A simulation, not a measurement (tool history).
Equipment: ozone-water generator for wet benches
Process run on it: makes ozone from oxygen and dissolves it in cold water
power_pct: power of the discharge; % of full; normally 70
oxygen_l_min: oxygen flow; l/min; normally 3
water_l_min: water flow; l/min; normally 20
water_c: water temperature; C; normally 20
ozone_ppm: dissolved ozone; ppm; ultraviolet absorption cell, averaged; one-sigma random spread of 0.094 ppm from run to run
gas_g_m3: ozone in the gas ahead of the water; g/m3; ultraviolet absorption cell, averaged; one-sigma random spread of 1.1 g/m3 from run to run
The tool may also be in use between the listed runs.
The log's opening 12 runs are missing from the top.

run    hour  power_pct  oxygen_l_min  water_l_min  water_c  ozone_ppm  gas_g_m3
 13   902.6         82             3           20       20      12.56     218.8
 14   967.5         82             3           20       20      12.53     219.2
 15  1017.2         70          4.62           20       20      13.02     172.8
 16  1113.3         70          4.62           20       20      12.78       173
 17  1188.9         70          4.62           20       20      13.08     173.3
 18  1299.5         70          4.62           20       20      13.01       172
 19  1404.2         70             3           13       13      18.79     198.8
 20  1483.9         70             3           13       13      18.72     203.7
 21  1543.9         72          1.77           14       20      13.85     244.5
 22  1625.5         70          1.97           13       24      14.53     235.1
 23  1711.1         75             3           18       20      13.19     210.5
 24  1808.9         75             3           18       20       13.2     210.9
 25  1910.2         70             3           16       19      14.37     201.3
 26  1993.4         63          4.01           16       15      15.42     172.7
 27  2090.1         59          4.26           20       20      11.63     163.3
 28  2153.3         59          4.26           29       20       8.04     164.6
 29  2214.5         81          2.71           22       12      11.82     227.1
     2227.2  -- gauge calibrated
 30  2296.9         84          2.24           27       19       8.37     244.1
 31  2381.2         84          4.41           27       19      10.97     191.9
 32  2430.3         61             3           13       17      16.31     180.3
 33  2497.7         55          1.55           14       18      11.56     215.1
 34    2574         55          1.55           14       18      11.52     214.4

Predict each of these 3 candidate next runs independently; none follows another, all start after run 34:
  A  2625.1         41          4.45           20       12          ?         ?
  B  2625.1         47          3.29           20       20          ?         ?
  C  2625.1         62          1.55           14       26          ?         ?

run  ozone_ppm  gas_g_m3
  A       10.4     126.5
  B       9.48     155.4
  C      11.43     230.5
Had the tool no hidden state, the same runs would have come out as:
run  ozone_ppm  gas_g_m3
  A      10.42       126
  B        9.5     154.8
  C      11.46     229.7

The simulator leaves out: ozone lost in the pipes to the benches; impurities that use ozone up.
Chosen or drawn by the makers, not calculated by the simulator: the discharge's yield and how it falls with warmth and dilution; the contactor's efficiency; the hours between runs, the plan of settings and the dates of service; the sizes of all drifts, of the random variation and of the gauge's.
